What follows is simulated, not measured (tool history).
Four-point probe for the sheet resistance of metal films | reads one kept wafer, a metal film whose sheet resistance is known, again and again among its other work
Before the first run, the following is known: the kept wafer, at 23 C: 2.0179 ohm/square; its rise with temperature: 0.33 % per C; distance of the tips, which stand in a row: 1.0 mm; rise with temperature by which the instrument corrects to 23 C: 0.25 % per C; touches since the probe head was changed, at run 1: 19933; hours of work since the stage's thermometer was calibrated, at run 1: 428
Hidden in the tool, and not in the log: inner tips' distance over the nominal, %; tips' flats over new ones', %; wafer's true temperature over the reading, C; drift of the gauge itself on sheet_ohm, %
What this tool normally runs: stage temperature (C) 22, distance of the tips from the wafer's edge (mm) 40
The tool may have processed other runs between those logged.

run,hour,stage temperature (C),distance of the tips from the wafer's edge (mm),touches since the probe head was changed,hours of work since the stage's thermometer was calibrated,sheet resistance as the instrument gives it (ohm/square)
1,0,22,40,19933,428,2.019167
2,32.5,22,40,20790,454,2.018758
3,101.7,22,40,22612,509,2.019431
4,161.4,22,27,24185,557,2.021899
5,201.5,22,27,25241,589,2.022258
6,257.4,22,27,26713,633,2.022567
7,316.9,22,27,28281,681,2.024227
8,389,22,27,30180,739,2.025457
9,431.5,22,27,31299,772,2.025763
10,493,22,40,32917,821,2.026616
11,544,22,40,34262,862,2.026369
12,605.9,35,40,35891,912,2.048658
13,660.1,35,40,37319,955,2.050092
14,716,35,40,38792,1000,2.050301
15,783.9,35,40,40579,1054,2.051812
16,827.7,35,40,41733,1089,2.052088
17,870.6,24,50,42864,1123,2.034665
18,914.2,24,50,44013,1158,2.03636
19,988.9,24,50,45981,1217,2.036886
20,1020.5,28,30,46812,1243,2.04486
21,1081.5,30,30,48419,1291,2.047858
22,1145.1,18,10,50095,1342,2.03972
23,1210.4,23,8,51814,1394,2.054946
24,1255.6,23,8,53005,1430,2.055252
25,1291.1,25,5,53940,1459,2.085664
26,1344.1,27,27,55336,1501,2.048181

Run 27 is up next; what results do you expect?
27,1406.9,27,27,56990,1551,?

sheet resistance as the instrument gives it (ohm/square): 2.048766
Without the tool's hidden state the same run would have given sheet resistance as the instrument gives it (ohm/square) 2.025941.
